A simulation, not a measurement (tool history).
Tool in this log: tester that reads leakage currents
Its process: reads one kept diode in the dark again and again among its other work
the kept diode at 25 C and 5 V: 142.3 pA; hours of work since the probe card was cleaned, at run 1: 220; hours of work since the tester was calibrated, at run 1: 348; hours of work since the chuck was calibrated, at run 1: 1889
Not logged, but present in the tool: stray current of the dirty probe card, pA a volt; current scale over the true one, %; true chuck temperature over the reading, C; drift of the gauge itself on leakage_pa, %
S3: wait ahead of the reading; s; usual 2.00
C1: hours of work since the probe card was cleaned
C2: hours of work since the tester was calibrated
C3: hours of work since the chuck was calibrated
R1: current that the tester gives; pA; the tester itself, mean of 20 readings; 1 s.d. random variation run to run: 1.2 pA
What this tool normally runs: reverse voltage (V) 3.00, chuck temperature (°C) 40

run 1 hour=0.0 | reverse_voltage_(V)=3.00 chuck_temperature_(°C)=40 S3=2.00 | C1=220 C2=348 C3=1889 | R1=335.05
run 2 hour=49.7 | reverse_voltage_(V)=3.00 chuck_temperature_(°C)=40 S3=2.00 | C1=255 C2=382 C3=1924 | R1=335.10
run 3 hour=74.6 | reverse_voltage_(V)=3.00 chuck_temperature_(°C)=26 S3=2.00 | C1=272 C2=400 C3=1942 | R1=102.12
run 4 hour=104.6 | reverse_voltage_(V)=3.00 chuck_temperature_(°C)=26 S3=2.00 | C1=294 C2=421 C3=1963 | R1=101.34
-- hour=144.5 chuck's temperature calibrated
run 5 hour=144.5 | reverse_voltage_(V)=3.00 chuck_temperature_(°C)=26 S3=2.00 | C1=320 C2=448 C3=0 | R1=120.06
run 6 hour=169.6 | reverse_voltage_(V)=3.00 chuck_temperature_(°C)=26 S3=2.00 | C1=338 C2=465 C3=18 | R1=119.94
run 7 hour=208.7 | reverse_voltage_(V)=3.00 chuck_temperature_(°C)=40 S3=2.34 | C1=365 C2=493 C3=45 | R1=387.89
run 8 hour=239.1 | reverse_voltage_(V)=3.00 chuck_temperature_(°C)=43 S3=2.34 | C1=387 C2=514 C3=66 | R1=491.99
run 9 hour=267.8 | reverse_voltage_(V)=3.00 chuck_temperature_(°C)=40 S3=2.00 | C1=407 C2=534 C3=87 | R1=386.82
run 10 hour=292.0 | reverse_voltage_(V)=3.00 chuck_temperature_(°C)=40 S3=2.00 | C1=424 C2=551 C3=104 | R1=385.56
run 11 hour=333.7 | reverse_voltage_(V)=3.00 chuck_temperature_(°C)=40 S3=2.00 | C1=453 C2=580 C3=133 | R1=385.64
run 12 hour=386.1 | reverse_voltage_(V)=3.00 chuck_temperature_(°C)=40 S3=2.00 | C1=490 C2=617 C3=170 | R1=384.20
run 13 hour=409.7 | reverse_voltage_(V)=1.85 chuck_temperature_(°C)=40 S3=2.00 | C1=506 C2=634 C3=186 | R1=301.44
run 14 hour=448.4 | reverse_voltage_(V)=1.85 chuck_temperature_(°C)=40 S3=2.00 | C1=533 C2=661 C3=213 | R1=299.58
run 15 hour=477.1 | reverse_voltage_(V)=15.63 chuck_temperature_(°C)=27 S3=2.00 | C1=554 C2=681 C3=233 | R1=297.17
run 16 hour=500.8 | reverse_voltage_(V)=18.93 chuck_temperature_(°C)=27 S3=2.00 | C1=570 C2=698 C3=250 | R1=327.18
run 17 hour=554.1 | reverse_voltage_(V)=5.48 chuck_temperature_(°C)=24 S3=2.00 | C1=608 C2=735 C3=288 | R1=134.61
run 18 hour=584.8 | reverse_voltage_(V)=3.00 chuck_temperature_(°C)=20 S3=1.35 | C1=629 C2=757 C3=309 | R1=68.58
run 19 hour=631.2 | reverse_voltage_(V)=3.00 chuck_temperature_(°C)=20 S3=1.35 | C1=662 C2=789 C3=342 | R1=68.63
run 20 hour=689.1 | reverse_voltage_(V)=1.09 chuck_temperature_(°C)=24 S3=2.14 | C1=703 C2=830 C3=382 | R1=58.16
run 21 hour=722.6 | reverse_voltage_(V)=12.08 chuck_temperature_(°C)=40 S3=2.00 | C1=726 C2=854 C3=406 | R1=764.52
run 22 hour=778.1 | reverse_voltage_(V)=3.00 chuck_temperature_(°C)=58 S3=0.33 | C1=765 C2=892 C3=445 | R1=1482.86
run 23 hour=818.3 | reverse_voltage_(V)=3.39 chuck_temperature_(°C)=48 S3=2.00 | C1=793 C2=921 C3=473 | R1=745.20

Pick out some run-to-run changes in R1. Of each, how much would a tool without hidden state show as well, from the settings, what came in and chance, and how much is left for the hidden state and any gauge scatter not in both results compared?
Run 2 -> 3: chuck temperature (°C) 40 -> 26. R1 -232.98 pA: hidden state +38.27, all else -271.25.
Run 21 -> 22: reverse voltage (V) 12.08 -> 3.00, chuck temperature (°C) 40 -> 58, S3 2.00 -> 0.33. R1 +718.34 pA: hidden state -34.25, all else +752.59.
Run 22 -> 23: reverse voltage (V) 3.00 -> 3.39, chuck temperature (°C) 58 -> 48, S3 0.33 -> 2.00. R1 -737.66 pA: hidden state +29.13, all else -766.79.
